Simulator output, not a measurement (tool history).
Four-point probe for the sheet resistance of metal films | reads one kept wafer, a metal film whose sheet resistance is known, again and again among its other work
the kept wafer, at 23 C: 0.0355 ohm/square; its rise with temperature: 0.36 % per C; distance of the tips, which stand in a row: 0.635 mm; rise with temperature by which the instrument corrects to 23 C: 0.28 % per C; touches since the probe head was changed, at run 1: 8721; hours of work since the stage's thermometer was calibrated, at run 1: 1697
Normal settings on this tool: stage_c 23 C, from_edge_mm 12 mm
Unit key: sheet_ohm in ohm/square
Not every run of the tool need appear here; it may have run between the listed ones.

run   hour  stage_c  from_edge_mm  touches since the probe head was changed  hours of work since the stage's thermometer was calibrated  sheet_ohm
  1    0.0       23            12                                      8721                                                        1697   0.035566
  2   10.2       23            12                                      8979                                                        1702   0.035551
  3   30.4       23            12                                      9494                                                        1710   0.035543
  4   51.2       23            12                                     10020                                                        1719   0.035548
  5   65.4       23            12                                     10380                                                        1725   0.035544
  6   83.0       23            12                                     10828                                                        1732   0.035541
  7   94.5       21            12                                     11121                                                        1737   0.035480
  8  106.8       23            12                                     11432                                                        1742   0.035550
  9  126.6       23            12                                     11936                                                        1750   0.035561
 10  140.6       23            12                                     12292                                                        1756   0.035562
 11  162.4       23            12                                     12844                                                        1765   0.035547
 12  172.8       34            12                                     13110                                                        1770   0.035857
 13  190.9       28            12                                     13568                                                        1777   0.035681
 14  205.8       28            12                                     13946                                                        1784   0.035694
 15  221.4       28            12                                     14343                                                        1790   0.035688
 16  233.1       28            12                                     14640                                                        1795   0.035695
 17  242.7       28            12                                     14884                                                        1799   0.035690
 18  261.3       28            12                                     15355                                                        1807   0.035686
 19  282.3       23             7                                     15889                                                        1816   0.035670
 20  303.3       23             7                                     16422                                                        1824   0.035646
 21  314.3       23             7                                     16701                                                        1829   0.035650
 22  325.6       32            12                                     16987                                                        1834   0.035816
 23  344.0       23            17                                     17456                                                        1842   0.035520
 24  354.9       20             5                                     17731                                                        1846   0.035710
 25  368.0       30            27                                     18065                                                        1852   0.035698
 26  387.1       30            27                                     18550                                                        1860   0.035711
     405.5  -- stage's thermometer calibrated
 27  409.3       28            33                                     19102                                                           2   0.035643
 28  423.2       31            17                                     19454                                                           7   0.035750
 29  438.8       31            17                                     19849                                                          14   0.035745
 30  457.4       20            17                                     20322                                                          22   0.035430
 31  469.6       21             4                                     20633                                                          27   0.035918
 32  481.9       19            21                                     20944                                                          32   0.035412
 33  499.2       22            24                                     21383                                                          39   0.035487
 34  520.6       19            37                                     21926                                                          48   0.035383
 35  542.3       24             3                                     22478                                                          57   0.036359
 36  562.3       34             6                                     22985                                                          66   0.036023
 37  576.9       32            10                                     23357                                                          72   0.035827
 38  590.5       31            17                                     23701                                                          77   0.035755
 39  606.3       20            25                                     24104                                                          84   0.035416
 40  628.7       20            25                                     24672                                                          93   0.035431
 41  646.9       20             6                                     25134                                                         101   0.035627
 42  658.6       20             3                                     25430                                                         106   0.036235

Across each entry between runs, compare the hidden state at the last listed run before it with the hidden state at the first listed run after it:
Run 26 -> run 27: stage's thermometer calibrated (hour 405.5)
  wafer's true temperature over the reading, C: -0.01 -> 0
